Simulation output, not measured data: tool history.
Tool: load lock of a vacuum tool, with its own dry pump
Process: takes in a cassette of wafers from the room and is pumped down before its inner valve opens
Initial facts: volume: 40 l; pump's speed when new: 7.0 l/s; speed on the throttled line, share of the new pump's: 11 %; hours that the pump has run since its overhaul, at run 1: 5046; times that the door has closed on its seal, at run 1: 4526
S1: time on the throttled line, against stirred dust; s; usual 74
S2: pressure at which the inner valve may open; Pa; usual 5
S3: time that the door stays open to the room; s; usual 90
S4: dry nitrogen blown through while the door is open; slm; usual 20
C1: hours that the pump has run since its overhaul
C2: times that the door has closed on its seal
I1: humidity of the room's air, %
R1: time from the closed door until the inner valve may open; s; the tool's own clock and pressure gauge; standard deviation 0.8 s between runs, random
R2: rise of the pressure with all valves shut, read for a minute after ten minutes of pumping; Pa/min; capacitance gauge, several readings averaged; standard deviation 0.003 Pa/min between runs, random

run 1 hour=0.0 | S1=74 S2=5 S3=90 S4=20 | C1=5046 C2=4526 | I1=41.5 | R1=123.4 R2=0.044
run 2 hour=74.3 | S1=74 S2=5 S3=90 S4=20 | C1=5120 C2=4624 | I1=45.9 | R1=125.5 R2=0.048
run 3 hour=211.7 | S1=74 S2=5 S3=90 S4=20 | C1=5258 C2=4805 | I1=41.2 | R1=124.2 R2=0.044
run 4 hour=364.0 | S1=74 S2=5 S3=90 S4=20 | C1=5410 C2=5005 | I1=46.2 | R1=125.6 R2=0.042
run 5 hour=479.0 | S1=74 S2=5 S3=90 S4=20 | C1=5525 C2=5157 | I1=45.4 | R1=124.9 R2=0.045
run 6 hour=562.4 | S1=74 S2=5 S3=90 S4=20 | C1=5608 C2=5267 | I1=46.0 | R1=124.6 R2=0.049
run 7 hour=698.8 | S1=74 S2=5 S3=90 S4=20 | C1=5745 C2=5446 | I1=47.1 | R1=124.3 R2=0.050
run 8 hour=804.6 | S1=74 S2=5 S3=90 S4=20 | C1=5851 C2=5585 | I1=43.6 | R1=125.9 R2=0.050
run 9 hour=939.7 | S1=74 S2=8 S3=90 S4=20 | C1=5986 C2=5763 | I1=45.1 | R1=122.2 R2=0.047
run 10 hour=1104.7 | S1=74 S2=5 S3=90 S4=20 | C1=6151 C2=5980 | I1=44.6 | R1=125.1 R2=0.049
run 11 hour=1249.7 | S1=74 S2=10 S3=90 S4=20 | C1=6296 C2=6171 | I1=47.5 | R1=121.2 R2=0.051
run 12 hour=1351.1 | S1=74 S2=10 S3=90 S4=20 | C1=6397 C2=6305 | I1=43.3 | R1=120.6 R2=0.051
run 13 hour=1503.0 | S1=74 S2=10 S3=90 S4=20 | C1=6549 C2=6505 | I1=43.3 | R1=121.0 R2=0.050
run 14 hour=1660.7 | S1=74 S2=10 S3=90 S4=20 | C1=6707 C2=6712 | I1=47.4 | R1=119.1 R2=0.053
run 15 hour=1756.4 | S1=74 S2=10 S3=90 S4=20 | C1=6802 C2=6838 | I1=41.8 | R1=121.0 R2=0.049
run 16 hour=1831.7 | S1=74 S2=5 S3=90 S4=35 | C1=6878 C2=6937 | I1=46.0 | R1=126.1 R2=0.049
run 17 hour=1905.1 | S1=74 S2=5 S3=90 S4=35 | C1=6951 C2=7034 | I1=45.5 | R1=124.6 R2=0.045
run 18 hour=2061.9 | S1=74 S2=5 S3=90 S4=35 | C1=7108 C2=7240 | I1=43.8 | R1=125.7 R2=0.051
run 19 hour=2234.1 | S1=74 S2=5 S3=90 S4=35 | C1=7280 C2=7467 | I1=47.2 | R1=125.6 R2=0.048
run 20 hour=2346.0 | S1=74 S2=5 S3=90 S4=35 | C1=7392 C2=7614 | I1=44.3 | R1=125.8 R2=0.048
run 21 hour=2457.6 | S1=122 S2=4 S3=90 S4=35 | C1=7503 C2=7761 | I1=43.1 | R1=170.2 R2=0.048
run 22 hour=2534.9 | S1=93 S2=5 S3=90 S4=20 | C1=7581 C2=7863 | I1=47.3 | R1=143.7 R2=0.059
run 23 hour=2623.5 | S1=93 S2=5 S3=90 S4=20 | C1=7669 C2=7980 | I1=43.3 | R1=143.2 R2=0.061
run 24 hour=2732.4 | S1=74 S2=5 S3=90 S4=24 | C1=7778 C2=8123 | I1=45.2 | R1=127.4 R2=0.059
run 25 hour=2888.1 | S1=46 S2=7 S3=177 S4=10 | C1=7934 C2=8328 | I1=44.2 | R1=97.6 R2=0.087
run 26 hour=2996.4 | S1=46 S2=7 S3=177 S4=10 | C1=8042 C2=8471 | I1=43.4 | R1=99.2 R2=0.084
run 27 hour=3066.5 | S1=64 S2=5 S3=127 S4=5 | C1=8112 C2=8563 | I1=43.2 | R1=118.0 R2=0.088
run 28 hour=3224.6 | S1=64 S2=8 S3=127 S4=13 | C1=8270 C2=8771 | I1=47.7 | R1=114.5 R2=0.085
run 29 hour=3358.6 | S1=132 S2=8 S3=127 S4=13 | C1=8404 C2=8947 | I1=45.5 | R1=176.2 R2=0.077
run 30 hour=3529.4 | S1=128 S2=4 S3=105 S4=6 | C1=8575 C2=9172 | I1=47.1 | R1=175.3 R2=0.090
run 31 hour=3656.5 | S1=74 S2=8 S3=90 S4=22 | C1=8702 C2=9340 | I1=46.7 | R1=123.6 R2=0.058
run 32 hour=3811.4 | S1=74 S2=8 S3=90 S4=22 | C1=8857 C2=9543 | I1=45.6 | R1=123.7 R2=0.067
run 33 hour=3965.3 | S1=74 S2=8 S3=90 S4=22 | C1=9011 C2=9746 | I1=46.3 | R1=123.9 R2=0.070
run 34 hour=4065.1 | S1=74 S2=8 S3=74 S4=5 | C1=9111 C2=9877 | I1=46.6 | R1=123.9 R2=0.084
run 35 hour=4164.9 | S1=74 S2=8 S3=53 S4=11 | C1=9211 C2=10009 | I1=45.7 | R1=123.4 R2=0.073
run 36 hour=4269.0 | S1=74 S2=8 S3=53 S4=11 | C1=9315 C2=10146 | I1=43.9 | R1=125.1 R2=0.072
run 37 hour=4425.7 | S1=74 S2=5 S3=86 S4=17 | C1=9472 C2=10352 | I1=44.0 | R1=125.8 R2=0.068

3 ways to go on from here, each from the tool as it stands after run 37. What would each give?
run A hour=4562.8 | S1=74 S2=7 S3=90 S4=12 | C1=9609 C2=10533 | I1=46.6 | R1=? R2=?
run B hour=4562.8 | S1=62 S2=5 S3=215 S4=17 | C1=9609 C2=10533 | I1=48.3 | R1=? R2=?
run C hour=4562.8 | S1=128 S2=5 S3=56 S4=12 | C1=9609 C2=10533 | I1=41.6 | R1=? R2=?

run=A R1=123.4 R2=0.080
run=B R1=115.7 R2=0.093
run=C R1=173.2 R2=0.071
Had the tool no hidden state, the same runs would have come out as:
run=A R1=120.9 R2=0.035
run=B R1=112.9 R2=0.047
run=C R1=170.8 R2=0.026

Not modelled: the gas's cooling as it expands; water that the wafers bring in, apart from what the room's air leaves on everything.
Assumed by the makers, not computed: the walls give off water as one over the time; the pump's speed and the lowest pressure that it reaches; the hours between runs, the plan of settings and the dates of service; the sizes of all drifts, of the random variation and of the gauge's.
